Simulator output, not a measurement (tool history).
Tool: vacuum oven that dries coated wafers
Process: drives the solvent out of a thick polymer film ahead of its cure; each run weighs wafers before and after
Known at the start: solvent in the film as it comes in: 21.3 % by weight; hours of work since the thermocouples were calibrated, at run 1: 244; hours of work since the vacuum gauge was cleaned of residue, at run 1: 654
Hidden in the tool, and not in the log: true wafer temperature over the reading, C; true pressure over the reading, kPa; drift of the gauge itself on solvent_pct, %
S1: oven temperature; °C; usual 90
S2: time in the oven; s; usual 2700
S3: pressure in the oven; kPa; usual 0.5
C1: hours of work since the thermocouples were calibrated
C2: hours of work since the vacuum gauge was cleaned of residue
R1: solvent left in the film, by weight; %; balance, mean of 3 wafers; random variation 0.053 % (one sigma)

{"run": 1, "hour": 0.0, "S1": 90, "S2": 2700, "S3": 0.5, "C1": 244, "C2": 654, "R1": 2.1}
{"run": 2, "hour": 33.0, "S1": 90, "S2": 2700, "S3": 0.5, "C1": 267, "C2": 676, "R1": 2.12}
{"run": 3, "hour": 95.3, "S1": 90, "S2": 2700, "S3": 1.271, "C1": 309, "C2": 719, "R1": 2.79}
{"run": 4, "hour": 132.3, "S1": 90, "S2": 2700, "S3": 0.5, "C1": 334, "C2": 744, "R1": 2.15}
{"run": 5, "hour": 186.0, "S1": 90, "S2": 2700, "S3": 0.5, "C1": 370, "C2": 780, "R1": 2.1}
{"run": 6, "hour": 257.8, "S1": 90, "S2": 2700, "S3": 0.5, "C1": 419, "C2": 829, "R1": 2.15}
{"run": 7, "hour": 329.0, "S1": 90, "S2": 2700, "S3": 0.5, "C1": 467, "C2": 877, "R1": 2.18}
{"run": 8, "hour": 393.9, "S1": 90, "S2": 2700, "S3": 0.5, "C1": 511, "C2": 921, "R1": 2.23}
{"run": 9, "hour": 464.0, "S1": 90, "S2": 2700, "S3": 0.5, "C1": 559, "C2": 968, "R1": 2.1}
{"hour": 469.1, "done": "vacuum gauge cleaned of residue and calibrated"}
{"run": 10, "hour": 508.5, "S1": 90, "S2": 2700, "S3": 1.814, "C1": 588, "C2": 27, "R1": 3.59}
{"run": 11, "hour": 548.0, "S1": 90, "S2": 2700, "S3": 1.814, "C1": 615, "C2": 53, "R1": 3.71}
{"hour": 589.8, "done": "vacuum gauge cleaned of residue and calibrated, once more"}
{"run": 12, "hour": 605.7, "S1": 90, "S2": 2700, "S3": 1.814, "C1": 653, "C2": 11, "R1": 2.92}
{"run": 13, "hour": 655.0, "S1": 90, "S2": 2700, "S3": 1.814, "C1": 686, "C2": 44, "R1": 2.91}
{"run": 14, "hour": 697.2, "S1": 90, "S2": 2700, "S3": 1.814, "C1": 715, "C2": 73, "R1": 2.96}
{"run": 15, "hour": 755.8, "S1": 90, "S2": 4680, "S3": 1.856, "C1": 754, "C2": 112, "R1": 2}
{"run": 16, "hour": 788.5, "S1": 95, "S2": 1920, "S3": 0.807, "C1": 777, "C2": 135, "R1": 2.52}
{"run": 17, "hour": 841.9, "S1": 90, "S2": 2700, "S3": 1.97, "C1": 813, "C2": 171, "R1": 3.06}
{"run": 18, "hour": 890.5, "S1": 90, "S2": 2700, "S3": 1.97, "C1": 846, "C2": 204, "R1": 3.14}
{"run": 19, "hour": 950.8, "S1": 75, "S2": 2100, "S3": 1.97, "C1": 886, "C2": 245, "R1": 8.44}
{"run": 20, "hour": 997.0, "S1": 75, "S2": 2100, "S3": 1.97, "C1": 918, "C2": 276, "R1": 8.37}
{"hour": 1058.8, "done": "oven's thermocouples calibrated"}
{"run": 21, "hour": 1060.3, "S1": 90, "S2": 2700, "S3": 0.5, "C1": 1, "C2": 317, "R1": 1.99}
{"run": 22, "hour": 1122.6, "S1": 88, "S2": 3000, "S3": 0.694, "C1": 43, "C2": 360, "R1": 2.12}
{"run": 23, "hour": 1172.8, "S1": 94, "S2": 2700, "S3": 1.451, "C1": 77, "C2": 394, "R1": 2.23}
{"run": 24, "hour": 1234.9, "S1": 94, "S2": 2700, "S3": 1.451, "C1": 119, "C2": 436, "R1": 2.31}
{"run": 25, "hour": 1308.2, "S1": 94, "S2": 2700, "S3": 1.451, "C1": 169, "C2": 485, "R1": 2.24}
{"run": 26, "hour": 1363.5, "S1": 95, "S2": 1320, "S3": 1.214, "C1": 206, "C2": 523, "R1": 4.91}
{"run": 27, "hour": 1402.7, "S1": 94, "S2": 2700, "S3": 0.295, "C1": 233, "C2": 549, "R1": 1.25}
{"run": 28, "hour": 1461.5, "S1": 94, "S2": 2700, "S3": 0.295, "C1": 273, "C2": 589, "R1": 1.27}

Forecast each of these 4 alternatives for the next run:
{"run": "A", "hour": 1517.7, "S1": 79, "S2": 2700, "S3": 0.675, "C1": 311, "C2": 627, "R1": "?"}
{"run": "B", "hour": 1517.7, "S1": 82, "S2": 2700, "S3": 0.517, "C1": 311, "C2": 627, "R1": "?"}
{"run": "C", "hour": 1517.7, "S1": 98, "S2": 3900, "S3": 1.554, "C1": 311, "C2": 627, "R1": "?"}
{"run": "D", "hour": 1517.7, "S1": 94, "S2": 3540, "S3": 0.295, "C1": 311, "C2": 627, "R1": "?"}

run=A R1=4.7
run=B R1=3.73
run=C R1=1.47
run=D R1=0.8
Without the tool's hidden state the same runs would have given:
run=A R1=4.42
run=B R1=3.48
run=C R1=1.31
run=D R1=0.61
